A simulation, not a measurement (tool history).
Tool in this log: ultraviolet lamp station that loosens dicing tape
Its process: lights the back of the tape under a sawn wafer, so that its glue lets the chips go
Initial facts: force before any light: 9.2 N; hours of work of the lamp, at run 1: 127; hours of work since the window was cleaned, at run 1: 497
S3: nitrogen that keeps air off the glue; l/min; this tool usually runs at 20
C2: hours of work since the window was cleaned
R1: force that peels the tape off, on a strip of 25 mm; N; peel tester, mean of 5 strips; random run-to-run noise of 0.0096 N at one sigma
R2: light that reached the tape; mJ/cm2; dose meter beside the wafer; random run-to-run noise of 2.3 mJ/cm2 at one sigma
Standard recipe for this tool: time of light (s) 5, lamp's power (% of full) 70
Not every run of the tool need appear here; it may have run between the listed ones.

{"run": 1, "hour": 0.0, "time of light (s)": 5, "lamp's power (% of full)": 70, "S3": 20, "hours of work of the lamp": 127, "C2": 497, "R1": 0.513, "R2": 197}
{"run": 2, "hour": 44.7, "time of light (s)": 5, "lamp's power (% of full)": 70, "S3": 20, "hours of work of the lamp": 147, "C2": 517, "R1": 0.527, "R2": 195}
{"run": 3, "hour": 134.4, "time of light (s)": 5, "lamp's power (% of full)": 70, "S3": 36, "hours of work of the lamp": 187, "C2": 557, "R1": 0.377, "R2": 189}
{"run": 4, "hour": 181.7, "time of light (s)": 5, "lamp's power (% of full)": 90, "S3": 20, "hours of work of the lamp": 208, "C2": 578, "R1": 0.279, "R2": 245}
{"run": 5, "hour": 240.2, "time of light (s)": 5, "lamp's power (% of full)": 90, "S3": 20, "hours of work of the lamp": 234, "C2": 604, "R1": 0.278, "R2": 241}
{"run": 6, "hour": 298.2, "time of light (s)": 5, "lamp's power (% of full)": 69, "S3": 20, "hours of work of the lamp": 260, "C2": 630, "R1": 0.603, "R2": 184}
{"hour": 362.2, "done": "window cleaned of glue's vapour"}
{"run": 7, "hour": 379.4, "time of light (s)": 2, "lamp's power (% of full)": 70, "S3": 20, "hours of work of the lamp": 296, "C2": 8, "R1": 2.831, "R2": 79}
{"run": 8, "hour": 451.1, "time of light (s)": 2, "lamp's power (% of full)": 70, "S3": 20, "hours of work of the lamp": 328, "C2": 40, "R1": 2.882, "R2": 80}
{"run": 9, "hour": 517.1, "time of light (s)": 2, "lamp's power (% of full)": 70, "S3": 36, "hours of work of the lamp": 357, "C2": 69, "R1": 2.329, "R2": 74}
{"run": 10, "hour": 576.2, "time of light (s)": 5, "lamp's power (% of full)": 70, "S3": 20, "hours of work of the lamp": 383, "C2": 95, "R1": 0.535, "R2": 192}
{"run": 11, "hour": 643.7, "time of light (s)": 2, "lamp's power (% of full)": 70, "S3": 20, "hours of work of the lamp": 413, "C2": 125, "R1": 2.863, "R2": 81}
{"run": 12, "hour": 705.3, "time of light (s)": 2, "lamp's power (% of full)": 70, "S3": 20, "hours of work of the lamp": 441, "C2": 153, "R1": 2.854, "R2": 75}
{"run": 13, "hour": 783.2, "time of light (s)": 2, "lamp's power (% of full)": 70, "S3": 11, "hours of work of the lamp": 475, "C2": 187, "R1": 3.628, "R2": 75}
{"run": 14, "hour": 876.9, "time of light (s)": 2, "lamp's power (% of full)": 70, "S3": 11, "hours of work of the lamp": 517, "C2": 229, "R1": 3.73, "R2": 75}
{"run": 15, "hour": 970.2, "time of light (s)": 2, "lamp's power (% of full)": 70, "S3": 11, "hours of work of the lamp": 559, "C2": 271, "R1": 3.772, "R2": 72}
{"run": 16, "hour": 1041.5, "time of light (s)": 5, "lamp's power (% of full)": 70, "S3": 7, "hours of work of the lamp": 590, "C2": 302, "R1": 1.357, "R2": 182}
{"run": 17, "hour": 1095.5, "time of light (s)": 5, "lamp's power (% of full)": 70, "S3": 7, "hours of work of the lamp": 615, "C2": 326, "R1": 1.37, "R2": 176}
{"run": 18, "hour": 1153.0, "time of light (s)": 7, "lamp's power (% of full)": 70, "S3": 20, "hours of work of the lamp": 640, "C2": 352, "R1": 0.287, "R2": 247}
{"run": 19, "hour": 1234.9, "time of light (s)": 7, "lamp's power (% of full)": 70, "S3": 20, "hours of work of the lamp": 677, "C2": 388, "R1": 0.279, "R2": 241}
{"run": 20, "hour": 1309.1, "time of light (s)": 7, "lamp's power (% of full)": 70, "S3": 20, "hours of work of the lamp": 710, "C2": 421, "R1": 0.286, "R2": 244}
{"run": 21, "hour": 1361.6, "time of light (s)": 7, "lamp's power (% of full)": 70, "S3": 20, "hours of work of the lamp": 733, "C2": 445, "R1": 0.297, "R2": 239}
{"run": 22, "hour": 1420.2, "time of light (s)": 7, "lamp's power (% of full)": 70, "S3": 20, "hours of work of the lamp": 759, "C2": 471, "R1": 0.29, "R2": 236}
{"run": 23, "hour": 1470.3, "time of light (s)": 6, "lamp's power (% of full)": 80, "S3": 15, "hours of work of the lamp": 781, "C2": 493, "R1": 0.427, "R2": 230}
{"run": 24, "hour": 1518.6, "time of light (s)": 5, "lamp's power (% of full)": 70, "S3": 21, "hours of work of the lamp": 803, "C2": 515, "R1": 0.751, "R2": 165}
{"run": 25, "hour": 1573.1, "time of light (s)": 3, "lamp's power (% of full)": 61, "S3": 9, "hours of work of the lamp": 827, "C2": 539, "R1": 3.28, "R2": 85}
{"run": 26, "hour": 1652.8, "time of light (s)": 9, "lamp's power (% of full)": 85, "S3": 20, "hours of work of the lamp": 863, "C2": 574, "R1": 0.108, "R2": 356}
{"run": 27, "hour": 1716.1, "time of light (s)": 9, "lamp's power (% of full)": 85, "S3": 20, "hours of work of the lamp": 891, "C2": 603, "R1": 0.106, "R2": 348}
{"run": 28, "hour": 1777.9, "time of light (s)": 3, "lamp's power (% of full)": 84, "S3": 20, "hours of work of the lamp": 918, "C2": 630, "R1": 1.607, "R2": 111}
{"run": 29, "hour": 1831.9, "time of light (s)": 5, "lamp's power (% of full)": 86, "S3": 21, "hours of work of the lamp": 942, "C2": 654, "R1": 0.507, "R2": 192}
{"hour": 1838.1, "done": "window cleaned of glue's vapour"}
{"run": 30, "hour": 1876.2, "time of light (s)": 7, "lamp's power (% of full)": 63, "S3": 9, "hours of work of the lamp": 962, "C2": 17, "R1": 0.756, "R2": 209}
{"run": 31, "hour": 1929.2, "time of light (s)": 7, "lamp's power (% of full)": 63, "S3": 9, "hours of work of the lamp": 985, "C2": 41, "R1": 0.774, "R2": 214}
{"run": 32, "hour": 1972.4, "time of light (s)": 7, "lamp's power (% of full)": 63, "S3": 9, "hours of work of the lamp": 1005, "C2": 60, "R1": 0.815, "R2": 212}
{"run": 33, "hour": 2069.4, "time of light (s)": 7, "lamp's power (% of full)": 70, "S3": 6, "hours of work of the lamp": 1048, "C2": 103, "R1": 0.873, "R2": 231}
{"run": 34, "hour": 2111.7, "time of light (s)": 7, "lamp's power (% of full)": 70, "S3": 6, "hours of work of the lamp": 1067, "C2": 122, "R1": 0.924, "R2": 223}
{"run": 35, "hour": 2153.0, "time of light (s)": 5, "lamp's power (% of full)": 62, "S3": 11, "hours of work of the lamp": 1085, "C2": 140, "R1": 1.535, "R2": 146}
{"run": 36, "hour": 2227.7, "time of light (s)": 5, "lamp's power (% of full)": 62, "S3": 11, "hours of work of the lamp": 1118, "C2": 173, "R1": 1.559, "R2": 138}
{"run": 37, "hour": 2304.4, "time of light (s)": 9, "lamp's power (% of full)": 70, "S3": 20, "hours of work of the lamp": 1152, "C2": 208, "R1": 0.181, "R2": 286}
{"run": 38, "hour": 2381.1, "time of light (s)": 9, "lamp's power (% of full)": 70, "S3": 13, "hours of work of the lamp": 1187, "C2": 242, "R1": 0.268, "R2": 282}
{"run": 39, "hour": 2477.5, "time of light (s)": 5, "lamp's power (% of full)": 61, "S3": 37, "hours of work of the lamp": 1229, "C2": 285, "R1": 0.897, "R2": 133}
{"run": 40, "hour": 2551.8, "time of light (s)": 5, "lamp's power (% of full)": 61, "S3": 37, "hours of work of the lamp": 1263, "C2": 318, "R1": 0.963, "R2": 132}
{"run": 41, "hour": 2627.1, "time of light (s)": 5, "lamp's power (% of full)": 92, "S3": 37, "hours of work of the lamp": 1296, "C2": 351, "R1": 0.338, "R2": 191}

Per-run results on a tool with no hidden state, each run keeping its own random variation:
Hidden state present: lamp's light, % of a new lamp's; light that the window lets through, % of a clean one's; drift of the gauge itself on peel_n, %; drift of the gauge itself on dose_mj_cm2, %.
run=1 R1=0.407 R2=215
run=2 R1=0.409 R2=214
run=3 R1=0.279 R2=210
run=4 R1=0.205 R2=275
run=5 R1=0.196 R2=273
run=6 R1=0.428 R2=209
run=7 R1=2.584 R2=85
run=8 R1=2.596 R2=87
run=9 R1=2.038 R2=82
run=10 R1=0.406 R2=213
run=11 R1=2.491 R2=90
run=12 R1=2.454 R2=85
run=13 R1=3.166 R2=85
run=14 R1=3.212 R2=86
run=15 R1=3.205 R2=85
run=16 R1=0.95 R2=217
run=17 R1=0.944 R2=212
run=18 R1=0.167 R2=300
run=19 R1=0.157 R2=296
run=20 R1=0.157 R2=303
run=21 R1=0.155 R2=299
run=22 R1=0.146 R2=298
run=23 R1=0.218 R2=294
run=24 R1=0.396 R2=211
run=25 R1=2.428 R2=111
run=26 R1=0.077 R2=467
run=27 R1=0.071 R2=462
run=28 R1=0.904 R2=151
run=29 R1=0.219 R2=260
run=30 R1=0.421 R2=264
run=31 R1=0.422 R2=271
run=32 R1=0.44 R2=271
run=33 R1=0.457 R2=300
run=34 R1=0.478 R2=293
run=35 R1=0.883 R2=192
run=36 R1=0.88 R2=185
run=37 R1=0.092 R2=386
run=38 R1=0.117 R2=385
run=39 R1=0.395 R2=186
run=40 R1=0.412 R2=186
run=41 R1=0.128 R2=276

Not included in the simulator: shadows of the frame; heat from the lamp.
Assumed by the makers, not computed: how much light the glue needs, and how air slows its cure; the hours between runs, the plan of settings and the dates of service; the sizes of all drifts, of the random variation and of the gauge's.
